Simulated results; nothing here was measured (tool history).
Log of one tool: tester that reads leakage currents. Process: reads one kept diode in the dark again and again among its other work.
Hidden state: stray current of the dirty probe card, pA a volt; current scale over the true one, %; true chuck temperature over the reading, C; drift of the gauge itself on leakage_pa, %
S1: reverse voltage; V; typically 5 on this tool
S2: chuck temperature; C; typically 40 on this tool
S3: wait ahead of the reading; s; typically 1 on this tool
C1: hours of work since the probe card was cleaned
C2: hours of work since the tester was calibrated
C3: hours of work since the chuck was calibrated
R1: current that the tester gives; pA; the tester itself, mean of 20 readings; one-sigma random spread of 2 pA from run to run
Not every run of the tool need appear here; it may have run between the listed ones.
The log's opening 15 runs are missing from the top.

| run | day | S1 | S2 | S3 | C1 | C2 | C3 | R1 |
|---|---|---|---|---|---|---|---|---|
| 16 | 33.8 | 1.16 | 40 | 0.95 | 74 | 901 | 1774 | 338.98 |
| 17 | 36.075 | 1.16 | 40 | 0.95 | 102 | 929 | 1802 | 340.58 |
| 18 | 38.429 | 1.52 | 40 | 1 | 131 | 958 | 1831 | 390.55 |
| 19 | 40.55 | 1.52 | 40 | 1 | 157 | 984 | 1857 | 389.4 |
|  | 41.642 | chuck's temperature calibrated |
| 20 | 43.038 | 5 | 40 | 1 | 186 | 1013 | 17 | 665.28 |
| 21 | 44.946 | 5 | 26 | 1 | 210 | 1036 | 40 | 196.74 |
| 22 | 47.342 | 5 | 40 | 2.19 | 239 | 1065 | 70 | 665.31 |
| 23 | 49.367 | 2.48 | 45 | 1 | 264 | 1090 | 94 | 719.19 |
| 24 | 52.054 | 9.99 | 57 | 5.55 | 296 | 1123 | 127 | 3608.61 |
| 25 | 54.658 | 9.99 | 57 | 5.55 | 328 | 1155 | 159 | 3637.35 |
| 26 | 56.721 | 9.99 | 57 | 5.55 | 353 | 1180 | 184 | 3639.49 |
| 27 | 59.542 | 3.82 | 49 | 0.38 | 388 | 1215 | 219 | 1230.86 |
|  | 59.879 | tester calibrated |
| 28 | 61.392 | 12.25 | 30 | 1 | 410 | 18 | 240 | 443.73 |
| 29 | 63.225 | 1.09 | 21 | 1 | 432 | 41 | 263 | 58.97 |
| 30 | 65.238 | 2.73 | 23 | 1 | 457 | 66 | 287 | 112.91 |
| 31 | 66.7 | 6.4 | 40 | 8.99 | 474 | 83 | 305 | 757.63 |
|  | 67.196 | tester calibrated, once more |
| 32 | 68.404 | 5 | 53 | 5.01 | 494 | 15 | 325 | 1920.07 |
| 33 | 70.238 | 1.13 | 31 | 0.32 | 517 | 37 | 348 | 152.27 |
| 34 | 72.638 | 1.13 | 31 | 0.32 | 546 | 67 | 377 | 151.71 |
| 35 | 74.417 | 2.25 | 21 | 7.65 | 568 | 88 | 399 | 85.21 |
| 36 | 76.729 | 2.8 | 21 | 0.52 | 596 | 117 | 427 | 97.5 |
| 37 | 78.829 | 4.76 | 21 | 0.34 | 622 | 142 | 453 | 129.91 |
| 38 | 80.633 | 8.51 | 40 | 1 | 644 | 164 | 475 | 884.12 |
| 39 | 82.388 | 8.51 | 40 | 1 | 665 | 186 | 496 | 892.45 |

4 options for the next run, each taken on its own from the tool as it stands now. Forecast them:
| A | 83.875 | 11.97 | 59 | 3.64 | 683 | 204 | 514 | ? |
| B | 83.875 | 8.51 | 33 | 1 | 683 | 204 | 514 | ? |
| C | 83.875 | 2.03 | 38 | 1.16 | 683 | 204 | 514 | ? |
| D | 83.875 | 5.84 | 22 | 4.56 | 683 | 204 | 514 | ? |

| run | R1 |
|---|---|
| A | 4695.79 |
| B | 487.79 |
| C | 373.13 |
| D | 153.33 |
With no hidden state in the tool, these same runs would have given:
| run | R1 |
|---|---|
| A | 4563.94 |
| B | 465.69 |
| C | 360.41 |
| D | 143.23 |

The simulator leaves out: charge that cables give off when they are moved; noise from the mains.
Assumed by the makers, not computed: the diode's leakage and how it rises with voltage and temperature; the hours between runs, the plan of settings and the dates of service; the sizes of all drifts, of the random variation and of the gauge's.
